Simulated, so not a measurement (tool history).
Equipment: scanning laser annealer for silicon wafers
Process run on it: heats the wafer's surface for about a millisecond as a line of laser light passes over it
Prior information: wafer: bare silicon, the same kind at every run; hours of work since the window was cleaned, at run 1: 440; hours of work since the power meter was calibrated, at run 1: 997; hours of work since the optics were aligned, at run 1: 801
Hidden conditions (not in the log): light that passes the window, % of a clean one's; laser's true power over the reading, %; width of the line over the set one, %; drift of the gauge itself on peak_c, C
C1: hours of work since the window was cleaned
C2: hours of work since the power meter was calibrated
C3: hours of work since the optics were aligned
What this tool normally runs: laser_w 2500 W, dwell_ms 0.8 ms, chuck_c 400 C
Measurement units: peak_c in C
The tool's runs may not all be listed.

{"run": 1, "hour": 0.0, "laser_w": 2500, "dwell_ms": 0.8, "chuck_c": 400, "C1": 440, "C2": 997, "C3": 801, "peak_c": 1154}
{"run": 2, "hour": 90.8, "laser_w": 2396, "dwell_ms": 0.8, "chuck_c": 400, "C1": 480, "C2": 1037, "C3": 841, "peak_c": 1121}
{"run": 3, "hour": 166.4, "laser_w": 2396, "dwell_ms": 0.8, "chuck_c": 400, "C1": 513, "C2": 1071, "C3": 875, "peak_c": 1122}
{"run": 4, "hour": 246.8, "laser_w": 2500, "dwell_ms": 0.8, "chuck_c": 400, "C1": 549, "C2": 1106, "C3": 910, "peak_c": 1155}
{"run": 5, "hour": 293.5, "laser_w": 2500, "dwell_ms": 0.8, "chuck_c": 400, "C1": 569, "C2": 1127, "C3": 931, "peak_c": 1153}
{"run": 6, "hour": 337.4, "laser_w": 2500, "dwell_ms": 0.8, "chuck_c": 400, "C1": 589, "C2": 1146, "C3": 951, "peak_c": 1155}
{"run": 7, "hour": 415.4, "laser_w": 2500, "dwell_ms": 0.8, "chuck_c": 400, "C1": 623, "C2": 1181, "C3": 985, "peak_c": 1157}
{"hour": 448.6, "done": "optics aligned, line set to its width"}
{"run": 8, "hour": 501.4, "laser_w": 2500, "dwell_ms": 0.661, "chuck_c": 400, "C1": 659, "C2": 1216, "C3": 23, "peak_c": 1094}
{"run": 9, "hour": 567.6, "laser_w": 2500, "dwell_ms": 0.8, "chuck_c": 400, "C1": 688, "C2": 1246, "C3": 53, "peak_c": 1153}
{"hour": 617.3, "done": "window over the wafer cleaned"}
{"run": 10, "hour": 626.8, "laser_w": 2500, "dwell_ms": 0.8, "chuck_c": 400, "C1": 4, "C2": 1271, "C3": 78, "peak_c": 1158}
{"run": 11, "hour": 723.3, "laser_w": 2500, "dwell_ms": 0.8, "chuck_c": 400, "C1": 47, "C2": 1314, "C3": 121, "peak_c": 1157}
{"run": 12, "hour": 794.5, "laser_w": 2500, "dwell_ms": 0.8, "chuck_c": 400, "C1": 78, "C2": 1345, "C3": 152, "peak_c": 1153}
{"run": 13, "hour": 880.0, "laser_w": 2500, "dwell_ms": 0.8, "chuck_c": 400, "C1": 116, "C2": 1383, "C3": 190, "peak_c": 1155}
{"run": 14, "hour": 976.9, "laser_w": 2500, "dwell_ms": 0.8, "chuck_c": 400, "C1": 159, "C2": 1426, "C3": 233, "peak_c": 1155}
{"run": 15, "hour": 1028.1, "laser_w": 2500, "dwell_ms": 0.8, "chuck_c": 400, "C1": 182, "C2": 1448, "C3": 255, "peak_c": 1156}
{"run": 16, "hour": 1125.9, "laser_w": 2500, "dwell_ms": 0.8, "chuck_c": 400, "C1": 225, "C2": 1492, "C3": 299, "peak_c": 1155}
{"run": 17, "hour": 1185.1, "laser_w": 2500, "dwell_ms": 0.8, "chuck_c": 400, "C1": 251, "C2": 1518, "C3": 325, "peak_c": 1155}
{"run": 18, "hour": 1272.9, "laser_w": 2500, "dwell_ms": 0.8, "chuck_c": 400, "C1": 290, "C2": 1557, "C3": 363, "peak_c": 1153}
{"run": 19, "hour": 1338.4, "laser_w": 2500, "dwell_ms": 0.8, "chuck_c": 400, "C1": 319, "C2": 1585, "C3": 392, "peak_c": 1158}
{"run": 20, "hour": 1411.8, "laser_w": 2500, "dwell_ms": 0.8, "chuck_c": 400, "C1": 351, "C2": 1618, "C3": 425, "peak_c": 1158}
{"run": 21, "hour": 1462.0, "laser_w": 2500, "dwell_ms": 0.8, "chuck_c": 400, "C1": 373, "C2": 1640, "C3": 447, "peak_c": 1152}
{"run": 22, "hour": 1517.5, "laser_w": 2386, "dwell_ms": 0.639, "chuck_c": 410, "C1": 398, "C2": 1665, "C3": 472, "peak_c": 1061}
{"run": 23, "hour": 1588.4, "laser_w": 2334, "dwell_ms": 0.655, "chuck_c": 410, "C1": 429, "C2": 1696, "C3": 503, "peak_c": 1052}
{"run": 24, "hour": 1638.4, "laser_w": 2500, "dwell_ms": 0.9, "chuck_c": 366, "C1": 451, "C2": 1718, "C3": 525, "peak_c": 1160}
{"run": 25, "hour": 1681.6, "laser_w": 2500, "dwell_ms": 0.8, "chuck_c": 380, "C1": 470, "C2": 1737, "C3": 544, "peak_c": 1133}
{"run": 26, "hour": 1752.0, "laser_w": 2500, "dwell_ms": 0.847, "chuck_c": 397, "C1": 502, "C2": 1768, "C3": 575, "peak_c": 1173}
{"run": 27, "hour": 1813.4, "laser_w": 2725, "dwell_ms": 0.636, "chuck_c": 387, "C1": 529, "C2": 1796, "C3": 602, "peak_c": 1135}
{"run": 28, "hour": 1861.0, "laser_w": 2630, "dwell_ms": 0.92, "chuck_c": 378, "C1": 550, "C2": 1817, "C3": 624, "peak_c": 1224}
{"run": 29, "hour": 1929.6, "laser_w": 2630, "dwell_ms": 0.599, "chuck_c": 378, "C1": 580, "C2": 1847, "C3": 654, "peak_c": 1073}
{"run": 30, "hour": 1982.7, "laser_w": 2630, "dwell_ms": 0.599, "chuck_c": 378, "C1": 604, "C2": 1870, "C3": 677, "peak_c": 1078}
{"run": 31, "hour": 2075.0, "laser_w": 2630, "dwell_ms": 0.723, "chuck_c": 439, "C1": 644, "C2": 1911, "C3": 718, "peak_c": 1197}

Run 32, settings as shown, results not yet in. Your forecast:
{"run": 32, "hour": 2125.2, "laser_w": 2681, "dwell_ms": 0.723, "chuck_c": 439, "C1": 667, "C2": 1933, "C3": 740, "peak_c": "?"}

Run 32 gave peak_c 1216 C.
If the tool had no hidden condition, the same run with the same run-to-run variation would have returned peak_c 1217 C.
